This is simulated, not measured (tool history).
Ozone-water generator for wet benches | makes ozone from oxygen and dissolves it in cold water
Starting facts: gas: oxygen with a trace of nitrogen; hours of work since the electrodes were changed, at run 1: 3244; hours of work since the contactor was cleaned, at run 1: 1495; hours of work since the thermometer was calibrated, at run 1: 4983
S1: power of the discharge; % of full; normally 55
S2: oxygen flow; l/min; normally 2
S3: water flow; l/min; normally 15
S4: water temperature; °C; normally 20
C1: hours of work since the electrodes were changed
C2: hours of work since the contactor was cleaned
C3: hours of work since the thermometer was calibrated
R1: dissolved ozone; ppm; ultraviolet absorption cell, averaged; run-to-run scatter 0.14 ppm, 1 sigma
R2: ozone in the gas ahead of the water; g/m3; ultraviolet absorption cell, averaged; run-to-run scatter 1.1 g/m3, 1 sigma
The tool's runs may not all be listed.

| run | hour | S1 | S2 | S3 | S4 | C1 | C2 | C3 | R1 | R2 |
|---|---|---|---|---|---|---|---|---|---|---|
| 1 | 0 | 55 | 2 | 15 | 20 | 3244 | 1495 | 4983 | 13.6 | 178.4 |
| 2 | 103.4 | 55 | 2 | 15 | 20 | 3339 | 1590 | 5077 | 13.9 | 178.4 |
| 3 | 269.5 | 55 | 2 | 15 | 20 | 3490 | 1741 | 5229 | 13.5 | 176.4 |
| 4 | 436.1 | 55 | 2 | 15 | 20 | 3642 | 1893 | 5381 | 13.7 | 177.7 |
|  | 511.7 | water thermometer calibrated |
| 5 | 593.5 | 55 | 2 | 15 | 20 | 3785 | 2036 | 75 | 13.6 | 174.7 |
| 6 | 751.1 | 55 | 2 | 15 | 20 | 3929 | 2180 | 218 | 13.7 | 176.6 |
|  | 888.2 | water thermometer calibrated, once more |
| 7 | 890 | 55 | 2 | 15 | 20 | 4055 | 2306 | 2 | 13.7 | 176.7 |
| 8 | 1038.5 | 55 | 2 | 15 | 20 | 4191 | 2442 | 137 | 13.1 | 175.6 |
| 9 | 1134.6 | 55 | 2 | 15 | 20 | 4278 | 2529 | 225 | 13.3 | 173.7 |
| 10 | 1254 | 55 | 2 | 15 | 20 | 4387 | 2638 | 334 | 13.2 | 173.4 |
| 11 | 1375.2 | 55 | 2 | 15 | 20 | 4498 | 2749 | 444 | 13.2 | 172.5 |
|  | 1541.9 | contactor cleaned |
| 12 | 1561 | 55 | 2 | 15 | 20 | 4663 | 17 | 610 | 13.6 | 172.2 |
| 13 | 1658.1 | 55 | 2 | 15 | 20 | 4752 | 106 | 699 | 13.3 | 172.9 |
| 14 | 1843 | 75 | 2.09 | 15 | 20 | 4921 | 275 | 867 | 16.4 | 200.1 |
| 15 | 2003.2 | 75 | 1.6 | 15 | 13 | 5067 | 421 | 1013 | 15.5 | 216.1 |
| 16 | 2193.9 | 54 | 2.01 | 16 | 13 | 5241 | 595 | 1187 | 13.1 | 166.1 |
| 17 | 2321.5 | 54 | 2.01 | 11 | 14 | 5357 | 711 | 1304 | 18.3 | 167.3 |
| 18 | 2441.1 | 54 | 2.01 | 10 | 14 | 5466 | 820 | 1413 | 19.4 | 168 |
| 19 | 2537.7 | 71 | 1.46 | 9 | 24 | 5554 | 908 | 1501 | 19.6 | 214.9 |
| 20 | 2700.7 | 71 | 1.86 | 9 | 24 | 5703 | 1057 | 1650 | 21.2 | 195.5 |
| 21 | 2867.4 | 71 | 1.86 | 9 | 24 | 5855 | 1209 | 1802 | 21.1 | 196.4 |
| 22 | 3046.4 | 71 | 1.86 | 9 | 24 | 6018 | 1372 | 1965 | 20.8 | 195.1 |
| 23 | 3142.8 | 55 | 2 | 24 | 18 | 6106 | 1460 | 2053 | 8.3 | 164.5 |
| 24 | 3243.8 | 80 | 2 | 24 | 18 | 6198 | 1552 | 2145 | 9.8 | 204 |
| 25 | 3341.9 | 55 | 2 | 11 | 20 | 6288 | 1642 | 2234 | 16.4 | 163.9 |

Below are 3 alternative next runs, each starting from the tool's condition after run 25. Predict each:
| A | 3429.6 | 55 | 2 | 17 | 14 | 6368 | 1722 | 2314 | ? | ? |
| B | 3429.6 | 55 | 2 | 11 | 26 | 6368 | 1722 | 2314 | ? | ? |
| C | 3429.6 | 95 | 2 | 15 | 20 | 6368 | 1722 | 2314 | ? | ? |

| run | R1 | R2 |
|---|---|---|
| A | 11.8 | 163.4 |
| B | 15.3 | 163.5 |
| C | 16.9 | 219.9 |
Take away the tool's hidden state, keep each run's random variation, and the runs would have read:
| run | R1 | R2 |
|---|---|---|
| A | 14.2 | 192.8 |
| B | 18.3 | 192.7 |
| C | 21.7 | 276.3 |

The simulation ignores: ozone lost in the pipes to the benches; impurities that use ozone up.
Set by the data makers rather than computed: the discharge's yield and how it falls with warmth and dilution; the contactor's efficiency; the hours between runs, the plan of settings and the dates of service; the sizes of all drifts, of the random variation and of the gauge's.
